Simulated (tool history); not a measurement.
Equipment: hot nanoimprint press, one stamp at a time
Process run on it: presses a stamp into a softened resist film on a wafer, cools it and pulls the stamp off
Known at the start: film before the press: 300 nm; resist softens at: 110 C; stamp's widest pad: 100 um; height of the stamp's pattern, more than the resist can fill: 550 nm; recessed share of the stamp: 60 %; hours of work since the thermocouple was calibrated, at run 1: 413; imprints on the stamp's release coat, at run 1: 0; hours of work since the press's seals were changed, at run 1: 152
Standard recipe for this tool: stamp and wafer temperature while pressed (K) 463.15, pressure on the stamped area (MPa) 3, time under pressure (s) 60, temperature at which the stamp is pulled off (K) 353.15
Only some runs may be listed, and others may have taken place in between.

run    hour  stamp and wafer temperature while pressed (K)  pressure on the stamped area (MPa)  time under pressure (s)  temperature at which the stamp is pulled off (K)  hours of work since the thermocouple was calibrated  imprints on the stamp's release coat  hours of work since the press's seals were changed  resist left under the stamp's widest pad (nm)  greatest force while the stamp is pulled off (N)
  1       0                                         463.15                                   3                       60                                            353.15                                                  413                                     0                                                 152                                          165.2                                               136
       83.7  -- plate thermocouple calibrated
  2    86.7                                         463.15                                   3                       60                                            341.15                                                    2                                   152                                                 198                                          160.1                                               167
  3   167.8                                         463.15                                   3                       60                                            341.15                                                   46                                   299                                                 242                                          160.6                                               177
  4   231.9                                         463.15                                   3                       60                                            341.15                                                   81                                   415                                                 277                                          159.8                                               176
  5   306.8                                         463.15                                   3                       60                                            341.15                                                  121                                   551                                                 317                                            162                                               194
  6   400.9                                         463.15                                   3                       60                                            341.15                                                  172                                   721                                                 368                                          161.5                                               198
      434.7  -- stamp cleaned and given a new release coat
  7   476.2                                         457.15                                   3                       60                                            353.15                                                  210                                    75                                                 406                                          199.6                                               135
  8   526.9                                         457.15                                   3                       60                                            353.15                                                  238                                   167                                                 434                                          200.8                                               144
  9   570.7                                         457.15                                   3                       60                                            353.15                                                  261                                   246                                                 457                                          201.5                                               148
 10   620.6                                         463.15                                3.16                       60                                            353.15                                                  288                                   337                                                 485                                          162.8                                               148
 11   698.6                                         463.15                                   3                       60                                            343.15                                                  331                                   478                                                 527                                            165                                               181
 12     754                                         463.15                                   3                       60                                            343.15                                                  361                                   579                                                 557                                            164                                               179
 13   852.6                                         463.15                                4.25                       32                                            343.15                                                  415                                   758                                                 611                                          180.3                                               198
      867.9  -- stamp cleaned and given a new release coat
      941.8  -- plate thermocouple calibrated
 14   957.5                                         463.15                                4.25                       32                                            343.15                                                    9                                   157                                                 663                                          176.1                                               166
 15  1007.4                                         463.15                                2.11                       58                                            353.15                                                   36                                   247                                                 690                                          188.7                                               144
 16  1066.2                                         471.15                                   3                       70                                            353.15                                                   68                                   354                                                 722                                          115.6                                               151

Run 17 comes next. What will it give?
 17  1136.5                                         471.15                                   3                       30                                            359.15                                                  106                                   481                                                 760                                              ?                                                 ?

resist left under the stamp's widest pad (nm): 158.9
greatest force while the stamp is pulled off (N): 144
Were there no unlogged condition in the tool, this run, its random variation unchanged, would have produced resist left under the stamp's widest pad (nm) 153.4, greatest force while the stamp is pulled off (N) 125.

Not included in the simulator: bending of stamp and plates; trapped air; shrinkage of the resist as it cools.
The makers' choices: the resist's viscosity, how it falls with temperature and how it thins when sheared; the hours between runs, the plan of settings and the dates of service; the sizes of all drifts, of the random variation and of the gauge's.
